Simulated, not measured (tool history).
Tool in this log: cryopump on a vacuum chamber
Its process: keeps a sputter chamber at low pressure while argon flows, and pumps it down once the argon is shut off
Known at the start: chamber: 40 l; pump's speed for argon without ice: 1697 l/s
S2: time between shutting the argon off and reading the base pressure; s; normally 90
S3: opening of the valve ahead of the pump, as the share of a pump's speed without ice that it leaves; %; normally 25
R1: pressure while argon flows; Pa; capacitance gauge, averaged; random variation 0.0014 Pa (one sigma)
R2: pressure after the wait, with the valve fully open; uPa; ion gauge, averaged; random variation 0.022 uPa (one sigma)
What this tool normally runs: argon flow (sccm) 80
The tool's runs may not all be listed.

Run 1, hour 0.0: usual settings. Result: R1 0.3213 Pa, R2 1.12 uPa.
Run 2, hour 14.2: usual settings but S3 50 %. Result: R1 0.1626 Pa, R2 1.12 uPa.
Run 3, hour 25.4: usual settings but S2 270 s. Result: R1 0.3202 Pa, R2 0.85 uPa.
Run 4, hour 44.9: usual settings but argon flow (sccm) 60. Result: R1 0.2413 Pa, R2 1.09 uPa.
Run 5, hour 63.9: usual settings. Result: R1 0.3219 Pa, R2 1.14 uPa.
Run 6, hour 79.5: usual settings. Result: R1 0.3243 Pa, R2 1.15 uPa.
Run 7, hour 101.7: usual settings. Result: R1 0.3226 Pa, R2 1.11 uPa.
Run 8, hour 119.5: usual settings. Result: R1 0.3231 Pa, R2 1.14 uPa.
Run 9, hour 135.9: usual settings. Result: R1 0.3236 Pa, R2 1.16 uPa.
Run 10, hour 150.7: usual settings but S3 23 %. Result: R1 0.3523 Pa, R2 1.13 uPa.
Run 11, hour 174.0: usual settings but S2 64 s. Result: R1 0.3205 Pa, R2 1.30 uPa.
Run 12, hour 194.6: usual settings but S2 64 s. Result: R1 0.3220 Pa, R2 1.36 uPa.
Run 13, hour 217.2: usual settings but argon flow (sccm) 123, S3 16 %. Result: R1 0.7707 Pa, R2 1.17 uPa.
Run 14, hour 238.2: usual settings but argon flow (sccm) 35, S2 156 s, S3 43 %. Result: R1 0.0837 Pa, R2 1.05 uPa.
Run 15, hour 252.4: usual settings but argon flow (sccm) 35, S2 156 s, S3 43 %. Result: R1 0.0829 Pa, R2 1.04 uPa.
Run 16, hour 267.3: usual settings but argon flow (sccm) 35, S2 192 s, S3 43 %. Result: R1 0.0839 Pa, R2 1.01 uPa.
Run 17, hour 279.7: usual settings but argon flow (sccm) 93, S2 75 s, S3 43 %. Result: R1 0.2213 Pa, R2 1.30 uPa.
Run 18, hour 295.9: usual settings but argon flow (sccm) 93, S2 75 s, S3 43 %. Result: R1 0.2222 Pa, R2 1.29 uPa.
Run 19, hour 316.8: usual settings but S2 52 s. Result: R1 0.3256 Pa, R2 1.50 uPa.
Run 20, hour 335.6: usual settings but argon flow (sccm) 63, S3 36 %. Result: R1 0.1787 Pa, R2 1.25 uPa.
Run 21, hour 347.3: usual settings but argon flow (sccm) 124, S2 282 s, S3 34 %. Result: R1 0.3716 Pa, R2 0.99 uPa.
Run 22, hour 360.8: usual settings but argon flow (sccm) 124, S2 282 s, S3 34 %. Result: R1 0.3742 Pa, R2 1.00 uPa.
Run 23, hour 376.5: usual settings but argon flow (sccm) 90, S2 109 s, S3 21 %. Result: R1 0.4343 Pa, R2 1.20 uPa.

Results per run with the tool's hidden condition removed, run-to-run variation unchanged:
Hidden state at play: pump's speed, % of a pump's without ice; cold plate's temperature, K; leak into the chamber, uPa l/s; drift of the gauge itself on working_pa, %; drift of the gauge itself on base_upa, %.
run      R1    R2
  1  0.3198  0.55
  2  0.1608  0.54
  3  0.3183  0.28
  4  0.2397  0.51
  5  0.3194  0.54
  6  0.3215  0.54
  7  0.3196  0.52
  8  0.3198  0.53
  9  0.3200  0.55
 10  0.3485  0.51
 11  0.3164  0.67
 12  0.3175  0.72
 13  0.7632  0.52
 14  0.0814  0.39
 15  0.0805  0.38
 16  0.0814  0.35
 17  0.2145  0.61
 18  0.2151  0.60
 19  0.3192  0.80
 20  0.1734  0.53
 21  0.3608  0.27
 22  0.3630  0.27
 23  0.4259  0.48
